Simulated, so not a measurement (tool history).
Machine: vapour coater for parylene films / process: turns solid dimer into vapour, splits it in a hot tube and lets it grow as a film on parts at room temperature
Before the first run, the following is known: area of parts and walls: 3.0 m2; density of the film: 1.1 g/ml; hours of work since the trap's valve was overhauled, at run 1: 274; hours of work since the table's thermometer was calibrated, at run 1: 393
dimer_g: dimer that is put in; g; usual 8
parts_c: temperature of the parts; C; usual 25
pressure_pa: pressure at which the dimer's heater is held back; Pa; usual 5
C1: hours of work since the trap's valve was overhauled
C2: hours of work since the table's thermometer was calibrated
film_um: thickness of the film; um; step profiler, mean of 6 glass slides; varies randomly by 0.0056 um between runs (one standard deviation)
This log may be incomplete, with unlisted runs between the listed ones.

{"run": 1, "hour": 0.0, "dimer_g": 8, "parts_c": 25, "pressure_pa": 5, "C1": 274, "C2": 393, "film_um": 1.218}
{"run": 2, "hour": 15.1, "dimer_g": 8, "parts_c": 25, "pressure_pa": 5, "C1": 282, "C2": 402, "film_um": 1.215}
{"run": 3, "hour": 38.2, "dimer_g": 8, "parts_c": 25, "pressure_pa": 5, "C1": 295, "C2": 415, "film_um": 1.214}
{"run": 4, "hour": 55.9, "dimer_g": 8, "parts_c": 25, "pressure_pa": 5, "C1": 305, "C2": 425, "film_um": 1.2}
{"run": 5, "hour": 77.7, "dimer_g": 8, "parts_c": 25, "pressure_pa": 5, "C1": 317, "C2": 437, "film_um": 1.217}
{"run": 6, "hour": 95.9, "dimer_g": 8, "parts_c": 30, "pressure_pa": 5, "C1": 328, "C2": 447, "film_um": 1.006}
{"run": 7, "hour": 115.6, "dimer_g": 8, "parts_c": 30, "pressure_pa": 5, "C1": 339, "C2": 459, "film_um": 1.013}
{"run": 8, "hour": 125.6, "dimer_g": 9, "parts_c": 25, "pressure_pa": 5, "C1": 344, "C2": 464, "film_um": 1.353}
{"run": 9, "hour": 146.9, "dimer_g": 9, "parts_c": 25, "pressure_pa": 5, "C1": 356, "C2": 476, "film_um": 1.338}
{"run": 10, "hour": 164.1, "dimer_g": 8, "parts_c": 34, "pressure_pa": 5, "C1": 366, "C2": 486, "film_um": 0.87}
{"run": 11, "hour": 183.4, "dimer_g": 6, "parts_c": 25, "pressure_pa": 3.21, "C1": 377, "C2": 497, "film_um": 0.944}

What if the next run were any one of these 3? Each begins from the tool's condition after run 11:
{"run": "A", "hour": 196.2, "dimer_g": 8, "parts_c": 23, "pressure_pa": 7.29, "C1": 384, "C2": 504, "film_um": "?"}
{"run": "B", "hour": 196.2, "dimer_g": 7, "parts_c": 25, "pressure_pa": 3.21, "C1": 384, "C2": 504, "film_um": "?"}
{"run": "C", "hour": 196.2, "dimer_g": 7, "parts_c": 25, "pressure_pa": 3.22, "C1": 384, "C2": 504, "film_um": "?"}

run=A film_um=1.199
run=B film_um=1.111
run=C film_um=1.109
With the hidden condition removed and each run's random variation left untouched, the same runs would have given:
run=A film_um=1.308
run=B film_um=1.212
run=C film_um=1.21
